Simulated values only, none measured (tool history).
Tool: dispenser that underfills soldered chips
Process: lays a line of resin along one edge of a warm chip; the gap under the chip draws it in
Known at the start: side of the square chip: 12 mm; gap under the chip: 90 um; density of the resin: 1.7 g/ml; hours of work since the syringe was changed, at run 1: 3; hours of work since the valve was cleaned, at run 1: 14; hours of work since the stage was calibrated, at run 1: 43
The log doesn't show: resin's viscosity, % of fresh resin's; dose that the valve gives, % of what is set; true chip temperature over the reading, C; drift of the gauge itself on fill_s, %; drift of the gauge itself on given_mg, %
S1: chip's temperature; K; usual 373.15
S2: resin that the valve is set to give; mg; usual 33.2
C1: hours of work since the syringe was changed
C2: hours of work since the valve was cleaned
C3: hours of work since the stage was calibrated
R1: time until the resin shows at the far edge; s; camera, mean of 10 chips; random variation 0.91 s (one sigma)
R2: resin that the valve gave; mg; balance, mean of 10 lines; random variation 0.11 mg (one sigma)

Run 1, hour 0: usual settings; C1 3; C2 14; C3 43. Result: R1 104.8 s, R2 32.92 mg.
Run 2, hour 4.8: usual settings; C1 6; C2 17; C3 46. Result: R1 127.9 s, R2 32.77 mg.
At hour 6.7: new syringe of resin.
Run 3, hour 8.1: usual settings; C1 1; C2 19; C3 48. Result: R1 92 s, R2 32.81 mg.
Run 4, hour 10.5: usual settings; C1 2; C2 20; C3 50. Result: R1 100.5 s, R2 32.66 mg.
Run 5, hour 14.9: usual settings; C1 5; C2 23; C3 52. Result: R1 118.9 s, R2 32.9 mg.
Run 6, hour 17.9: usual settings but S1 358.15 K; C1 7; C2 25; C3 54. Result: R1 240.8 s, R2 32.64 mg.
At hour 18.5: new syringe of resin.
Run 7, hour 21.9: usual settings but S1 358.15 K; C1 2; C2 27; C3 57. Result: R1 173.7 s, R2 32.74 mg.
Run 8, hour 24.4: usual settings but S1 358.15 K; C1 4; C2 29; C3 58. Result: R1 195.4 s, R2 32.63 mg.
Run 9, hour 28.6: usual settings but S1 358.15 K; C1 6; C2 31; C3 61. Result: R1 224.3 s, R2 32.58 mg.
At hour 30.5: new syringe of resin.
Run 10, hour 32.1: usual settings but S1 387.15 K; C1 1; C2 33; C3 63. Result: R1 56.6 s, R2 32.53 mg.
Run 11, hour 34.6: usual settings but S1 387.15 K; C1 3; C2 35; C3 64. Result: R1 63.8 s, R2 32.44 mg.
Run 12, hour 38.6: usual settings but S1 362.15 K; C1 5; C2 37; C3 67. Result: R1 180.1 s, R2 32.48 mg.
At hour 42.2: new syringe of resin.
Run 13, hour 43.7: usual settings; C1 1; C2 40; C3 70. Result: R1 93.2 s, R2 32.23 mg.
Run 14, hour 46.2: usual settings; C1 3; C2 42; C3 71. Result: R1 103.3 s, R2 32.33 mg.
Run 15, hour 49.6: usual settings; C1 5; C2 44; C3 74. Result: R1 118.4 s, R2 32.22 mg.
At hour 53.8: new syringe of resin.
At hour 54.8: dispensing valve cleaned and set on the balance.
Run 16, hour 55.5: usual settings; C1 0; C2 0; C3 76. Result: R1 90.1 s, R2 33.35 mg.
Run 17, hour 59.4: usual settings; C1 3; C2 3; C3 79. Result: R1 104.9 s, R2 33.37 mg.
Run 18, hour 64.1: usual settings; C1 6; C2 6; C3 82. Result: R1 127.2 s, R2 33.35 mg.
At hour 66.7: new syringe of resin.
Run 19, hour 69: usual settings but S1 372.15 K; C1 1; C2 9; C3 85. Result: R1 98.7 s, R2 33 mg.
Run 20, hour 71.9: usual settings but S1 372.15 K; C1 3; C2 11; C3 87. Result: R1 111.2 s, R2 33.19 mg.
Run 21, hour 74.7: usual settings but S1 384.15 K, S2 36.2 mg; C1 5; C2 12; C3 88. Result: R1 80.5 s, R2 36.21 mg.
Run 22, hour 77.6: usual settings but S1 386.15 K, S2 40 mg; C1 7; C2 14; C3 90. Result: R1 84.6 s, R2 39.76 mg.
At hour 78.6: new syringe of resin.
Run 23, hour 81.8: usual settings but S1 370.15 K, S2 39.8 mg; C1 2; C2 17; C3 93. Result: R1 107.5 s, R2 39.39 mg.
Run 24, hour 86.6: usual settings but S1 369.15 K, S2 37.1 mg; C1 5; C2 20; C3 96. Result: R1 134.7 s, R2 36.86 mg.
At hour 90.2: new syringe of resin.
Run 25, hour 91.5: usual settings but S1 381.15 K, S2 30.6 mg; C1 1; C2 23; C3 99. Result: R1 70.3 s, R2 30.37 mg.
Run 26, hour 94.4: usual settings but S1 382.15 K, S2 33.5 mg; C1 3; C2 24; C3 100. Result: R1 75.3 s, R2 32.97 mg.
Run 27, hour 98.7: usual settings but S1 378.15 K, S2 28.9 mg; C1 5; C2 27; C3 103. Result: R1 107.8 s, R2 28.39 mg.
At hour 102: new syringe of resin.
Run 28, hour 103: usual settings but S1 387.15 K, S2 28.5 mg; C1 1; C2 30; C3 106. Result: R1 58.8 s, R2 27.87 mg.
Run 29, hour 105.9: usual settings but S1 381.15 K, S2 35.7 mg; C1 2; C2 31; C3 107. Result: R1 77.4 s, R2 35 mg.
Run 30, hour 108.4: usual settings but S1 388.15 K, S2 41.7 mg; C1 4; C2 33; C3 109. Result: R1 66.8 s, R2 40.7 mg.
Run 31, hour 111.3: usual settings but S1 384.15 K, S2 31.4 mg; C1 6; C2 35; C3 111. Result: R1 86.6 s, R2 30.81 mg.

The next listed run, before its measurement:
At hour 113.5: new syringe of resin.
Run 32, hour 116.6: usual settings but S1 375.15 K, S2 43.1 mg; C1 2; C2 38; C3 114. Result: R1 ?, R2 ?.

{"run 32": {"R1": 89.5, "R2": 42.07}}
Without the tool's hidden state the same run would have given R1 78.3 s, R2 43.07 mg.
